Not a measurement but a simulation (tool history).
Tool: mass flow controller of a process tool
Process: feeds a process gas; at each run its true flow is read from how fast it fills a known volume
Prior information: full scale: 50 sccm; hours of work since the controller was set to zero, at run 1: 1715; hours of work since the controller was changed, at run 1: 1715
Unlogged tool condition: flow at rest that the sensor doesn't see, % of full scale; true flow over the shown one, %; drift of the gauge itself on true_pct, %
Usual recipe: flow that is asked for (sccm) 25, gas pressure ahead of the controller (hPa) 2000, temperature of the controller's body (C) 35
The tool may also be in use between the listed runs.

run	hour	flow that is asked for (sccm)	gas pressure ahead of the controller (hPa)	temperature of the controller's body (C)	hours of work since the controller was set to zero	hours of work since the controller was changed	true flow (%)
1	0.0	25	2000	35	1715	1715	97.09
2	167.6	25	2000	35	1832	1832	97.07
3	355.9	25	2000	35	1963	1963	96.70
4	446.5	25	2000	34	2027	2027	96.76
5	632.2	7	2000	35	2156	2156	93.25
6	769.2	7	2000	35	2252	2252	92.94
7	860.2	6	2000	35	2315	2315	92.05
8	989.3	6	2000	35	2405	2405	91.62
9	1131.9	6	2000	35	2505	2505	91.55
10	1325.6	13	2160	23	2640	2640	94.53
# hour 1343.1: controller's zero set anew
11	1424.9	49	1830	20	57	2709	97.45
12	1560.9	49	1500	28	152	2804	97.27
13	1705.8	34	2000	24	253	2905	96.15
14	1864.5	8	1800	25	364	3015	90.39
15	2038.4	23	1800	35	485	3137	94.64
16	2174.4	23	1800	35	580	3231	94.62
17	2293.8	31	2300	23	663	3315	95.31
18	2410.1	6	2000	27	744	3396	87.20

Consider 3 possible next runs. They are alternatives, not a sequence: every one starts from the tool as it was left by run 18. What does each give?
A	2510.6	6	2740	27	814	3466	?
B	2510.6	48	2070	27	814	3466	?
C	2510.6	8	2560	25	814	3466	?

run	true flow (%)
A	86.52
B	96.26
C	89.09
Take away the tool's hidden state, keep each run's random variation, and the runs would have read:
run	true flow (%)
A	98.26
B	99.78
C	98.49
